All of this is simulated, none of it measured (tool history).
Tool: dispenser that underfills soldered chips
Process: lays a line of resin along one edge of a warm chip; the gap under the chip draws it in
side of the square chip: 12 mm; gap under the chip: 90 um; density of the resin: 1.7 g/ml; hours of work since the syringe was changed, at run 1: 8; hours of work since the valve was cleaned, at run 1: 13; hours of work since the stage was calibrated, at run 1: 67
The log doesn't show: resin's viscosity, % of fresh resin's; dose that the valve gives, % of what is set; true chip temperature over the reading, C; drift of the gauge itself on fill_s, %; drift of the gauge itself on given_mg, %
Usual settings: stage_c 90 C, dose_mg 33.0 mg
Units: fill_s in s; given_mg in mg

| run | hour | stage_c | dose_mg | hours of work since the syringe was changed | hours of work since the valve was cleaned | hours of work since the stage was calibrated | fill_s | given_mg |
|---|---|---|---|---|---|---|---|---|
| 1 | 0.0 | 90 | 33.0 | 8 | 13 | 67 | 198.0 | 32.50 |
|  | 2.4 | new syringe of resin |
| 2 | 7.5 | 90 | 33.0 | 4 | 18 | 72 | 140.8 | 32.58 |
| 3 | 13.4 | 90 | 33.0 | 8 | 23 | 76 | 204.0 | 32.59 |
|  | 16.6 | new syringe of resin |
| 4 | 19.1 | 90 | 33.0 | 2 | 26 | 80 | 118.7 | 32.41 |
| 5 | 22.8 | 90 | 38.4 | 4 | 29 | 83 | 147.5 | 37.68 |
| 6 | 25.9 | 90 | 33.9 | 7 | 31 | 85 | 180.6 | 33.32 |
| 7 | 30.0 | 90 | 41.8 | 10 | 34 | 88 | 229.1 | 41.09 |
|  | 31.0 | new syringe of resin |
| 8 | 36.2 | 91 | 41.8 | 4 | 39 | 92 | 129.9 | 40.90 |
| 9 | 40.2 | 90 | 33.0 | 7 | 41 | 95 | 177.7 | 32.34 |
|  | 44.9 | new syringe of resin |
| 10 | 45.6 | 90 | 33.0 | 0 | 45 | 98 | 105.2 | 32.32 |
| 11 | 51.0 | 90 | 33.0 | 4 | 49 | 102 | 147.1 | 32.14 |
| 12 | 56.6 | 90 | 36.1 | 8 | 53 | 106 | 207.2 | 35.04 |
|  | 58.9 | new syringe of resin |
| 13 | 63.3 | 90 | 33.0 | 3 | 58 | 111 | 134.0 | 32.00 |
| 14 | 70.0 | 90 | 32.1 | 8 | 62 | 116 | 204.2 | 31.02 |
|  | 73.1 | new syringe of resin |
| 15 | 75.5 | 90 | 41.6 | 2 | 66 | 120 | 113.0 | 40.23 |
| 16 | 81.9 | 90 | 41.6 | 6 | 71 | 124 | 171.3 | 40.08 |
| 17 | 86.4 | 90 | 38.2 | 10 | 74 | 127 | 226.9 | 36.94 |
|  | 87.2 | new syringe of resin |
| 18 | 91.0 | 90 | 38.2 | 3 | 77 | 130 | 126.7 | 36.62 |
|  | 94.5 | dispensing valve cleaned and set on the balance |
| 19 | 95.4 | 90 | 40.9 | 5 | 1 | 133 | 155.7 | 40.83 |
|  | 102.2 | new syringe of resin |
| 20 | 102.4 | 92 | 36.7 | 0 | 5 | 138 | 92.8 | 36.80 |
| 21 | 107.5 | 90 | 35.9 | 4 | 9 | 141 | 136.5 | 35.69 |
| 22 | 114.0 | 90 | 35.9 | 9 | 14 | 146 | 204.6 | 35.61 |
|  | 116.6 | new syringe of resin |
| 23 | 121.2 | 90 | 35.9 | 3 | 19 | 151 | 132.5 | 35.64 |
| 24 | 124.2 | 90 | 35.9 | 5 | 21 | 153 | 158.0 | 35.69 |
| 25 | 128.8 | 103 | 35.9 | 9 | 24 | 157 | 131.3 | 35.50 |
|  | 130.7 | new syringe of resin |
| 26 | 135.7 | 91 | 29.6 | 4 | 29 | 161 | 134.9 | 29.16 |
| 27 | 141.2 | 79 | 34.2 | 8 | 33 | 165 | 295.7 | 33.72 |
|  | 144.9 | new syringe of resin |
| 28 | 147.5 | 79 | 33.1 | 2 | 37 | 170 | 186.4 | 32.54 |
| 29 | 151.9 | 92 | 29.4 | 5 | 40 | 173 | 149.7 | 28.75 |
|  | 158.7 | new syringe of resin |
| 30 | 158.7 | 100 | 28.3 | 0 | 45 | 177 | 70.8 | 27.63 |
| 31 | 165.0 | 96 | 40.6 | 4 | 50 | 182 | 114.2 | 39.52 |
| 32 | 169.3 | 96 | 40.6 | 8 | 53 | 185 | 147.2 | 39.41 |
|  | 172.6 | new syringe of resin |
| 33 | 176.4 | 96 | 40.6 | 3 | 58 | 190 | 96.9 | 39.34 |

3 ways to go on from here, each from the tool as it stands after run 33. What would each give?
| A | 182.2 | 83 | 28.7 | 7 | 62 | 194 | ? | ? |
| B | 182.2 | 75 | 36.0 | 7 | 62 | 194 | ? | ? |
| C | 182.2 | 104 | 38.2 | 7 | 62 | 194 | ? | ? |

| run | fill_s | given_mg |
|---|---|---|
| A | 246.8 | 27.75 |
| B | 328.9 | 34.78 |
| C | 102.7 | 36.96 |
Without the tool's hidden state the same runs would have given:
| run | fill_s | given_mg |
|---|---|---|
| A | 142.6 | 28.65 |
| B | 191.9 | 35.90 |
| C | 59.4 | 38.15 |
